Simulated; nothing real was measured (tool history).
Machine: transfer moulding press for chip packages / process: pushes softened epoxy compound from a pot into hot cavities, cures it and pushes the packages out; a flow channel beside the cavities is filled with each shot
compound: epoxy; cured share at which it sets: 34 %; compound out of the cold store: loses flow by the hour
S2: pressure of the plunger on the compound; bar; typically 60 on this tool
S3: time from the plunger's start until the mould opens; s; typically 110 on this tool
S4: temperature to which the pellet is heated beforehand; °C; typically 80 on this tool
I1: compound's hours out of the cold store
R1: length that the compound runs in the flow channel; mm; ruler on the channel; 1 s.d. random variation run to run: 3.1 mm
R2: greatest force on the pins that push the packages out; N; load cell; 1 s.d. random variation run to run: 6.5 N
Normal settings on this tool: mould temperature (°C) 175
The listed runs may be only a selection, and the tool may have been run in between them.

{"run": 1, "hour": 0.0, "mould temperature (°C)": 175, "S2": 60, "S3": 110, "S4": 80, "I1": 44.7, "R1": 686, "R2": 261}
{"hour": 13.6, "done": "plunger's sealing rings changed"}
{"run": 2, "hour": 15.3, "mould temperature (°C)": 175, "S2": 60, "S3": 110, "S4": 80, "I1": 25.1, "R1": 829, "R2": 316}
{"run": 3, "hour": 21.7, "mould temperature (°C)": 175, "S2": 60, "S3": 110, "S4": 80, "I1": 22, "R1": 838, "R2": 351}
{"run": 4, "hour": 31.7, "mould temperature (°C)": 169, "S2": 60, "S3": 110, "S4": 80, "I1": 40.6, "R1": 768, "R2": 427}
{"run": 5, "hour": 42.6, "mould temperature (°C)": 169, "S2": 60, "S3": 110, "S4": 80, "I1": 38.5, "R1": 769, "R2": 463}
{"run": 6, "hour": 50.5, "mould temperature (°C)": 169, "S2": 60, "S3": 110, "S4": 80, "I1": 43.7, "R1": 752, "R2": 484}
{"run": 7, "hour": 61.0, "mould temperature (°C)": 169, "S2": 60, "S3": 123, "S4": 80, "I1": 11.3, "R1": 905, "R2": 458}
{"run": 8, "hour": 68.4, "mould temperature (°C)": 175, "S2": 60, "S3": 110, "S4": 80, "I1": 9.9, "R1": 893, "R2": 425}
{"hour": 75.5, "done": "cavities cleaned with cleaning compound and waxed"}
{"run": 9, "hour": 83.0, "mould temperature (°C)": 175, "S2": 50.1, "S3": 110, "S4": 80, "I1": 47, "R1": 657, "R2": 277}
{"run": 10, "hour": 95.7, "mould temperature (°C)": 175, "S2": 60, "S3": 110, "S4": 80, "I1": 17.5, "R1": 853, "R2": 339}
{"run": 11, "hour": 103.5, "mould temperature (°C)": 175, "S2": 60, "S3": 110, "S4": 80, "I1": 35.6, "R1": 762, "R2": 352}
{"run": 12, "hour": 109.5, "mould temperature (°C)": 175, "S2": 60, "S3": 103, "S4": 80, "I1": 12.8, "R1": 872, "R2": 409}
{"run": 13, "hour": 120.1, "mould temperature (°C)": 175, "S2": 60, "S3": 134, "S4": 80, "I1": 36.5, "R1": 751, "R2": 364}
{"run": 14, "hour": 127.7, "mould temperature (°C)": 175, "S2": 60, "S3": 134, "S4": 80, "I1": 44.2, "R1": 716, "R2": 361}
{"run": 15, "hour": 140.9, "mould temperature (°C)": 175, "S2": 60, "S3": 110, "S4": 88, "I1": 44.8, "R1": 721, "R2": 415}
{"hour": 148.0, "done": "cavities cleaned with cleaning compound and waxed"}
{"run": 16, "hour": 151.9, "mould temperature (°C)": 175, "S2": 60, "S3": 110, "S4": 88, "I1": 38.6, "R1": 744, "R2": 277}
{"run": 17, "hour": 166.7, "mould temperature (°C)": 175, "S2": 60, "S3": 110, "S4": 88, "I1": 24.3, "R1": 810, "R2": 336}
{"run": 18, "hour": 177.7, "mould temperature (°C)": 181, "S2": 63.7, "S3": 146, "S4": 82, "I1": 29, "R1": 794, "R2": 315}
{"run": 19, "hour": 192.5, "mould temperature (°C)": 175, "S2": 56, "S3": 110, "S4": 80, "I1": 43.3, "R1": 698, "R2": 356}
{"run": 20, "hour": 200.4, "mould temperature (°C)": 175, "S2": 69.2, "S3": 110, "S4": 79, "I1": 8.9, "R1": 945, "R2": 403}
{"run": 21, "hour": 207.4, "mould temperature (°C)": 175, "S2": 69.2, "S3": 110, "S4": 79, "I1": 27.6, "R1": 839, "R2": 414}
{"hour": 220.1, "done": "cavities cleaned with cleaning compound and waxed"}
{"run": 22, "hour": 221.8, "mould temperature (°C)": 173, "S2": 60, "S3": 131, "S4": 80, "I1": 8.6, "R1": 880, "R2": 248}
{"run": 23, "hour": 230.5, "mould temperature (°C)": 174, "S2": 60, "S3": 95, "S4": 85, "I1": 39, "R1": 735, "R2": 357}
{"run": 24, "hour": 237.3, "mould temperature (°C)": 175, "S2": 66.1, "S3": 110, "S4": 79, "I1": 16.8, "R1": 878, "R2": 325}
{"run": 25, "hour": 251.6, "mould temperature (°C)": 175, "S2": 66.1, "S3": 110, "S4": 79, "I1": 20, "R1": 858, "R2": 344}
{"run": 26, "hour": 263.1, "mould temperature (°C)": 169, "S2": 64.9, "S3": 110, "S4": 79, "I1": 17.8, "R1": 870, "R2": 499}
{"run": 27, "hour": 272.4, "mould temperature (°C)": 169, "S2": 60, "S3": 143, "S4": 84, "I1": 34.3, "R1": 764, "R2": 378}
{"run": 28, "hour": 283.9, "mould temperature (°C)": 171, "S2": 60, "S3": 103, "S4": 84, "I1": 43.2, "R1": 718, "R2": 518}

Branching from run 28: 3 alternative next runs. What would each branch give?
{"hour": 293.2, "done": "cavities cleaned with cleaning compound and waxed"}
{"run": "A", "hour": 297.9, "mould temperature (°C)": 180, "S2": 66.8, "S3": 103, "S4": 84, "I1": 30.6, "R1": "?", "R2": "?"}
{"hour": 293.2, "done": "cavities cleaned with cleaning compound and waxed"}
{"run": "B", "hour": 297.9, "mould temperature (°C)": 175, "S2": 60, "S3": 110, "S4": 76, "I1": 31.5, "R1": "?", "R2": "?"}
{"hour": 293.2, "done": "cavities cleaned with cleaning compound and waxed"}
{"run": "C", "hour": 297.9, "mould temperature (°C)": 171, "S2": 68.8, "S3": 114, "S4": 85, "I1": 41.6, "R1": "?", "R2": "?"}

run=A R1=791 R2=263
run=B R1=755 R2=290
run=C R1=769 R2=300
Had the tool no hidden state, the same runs would have come out as:
run=A R1=834 R2=247
run=B R1=796 R2=275
run=C R1=811 R2=287

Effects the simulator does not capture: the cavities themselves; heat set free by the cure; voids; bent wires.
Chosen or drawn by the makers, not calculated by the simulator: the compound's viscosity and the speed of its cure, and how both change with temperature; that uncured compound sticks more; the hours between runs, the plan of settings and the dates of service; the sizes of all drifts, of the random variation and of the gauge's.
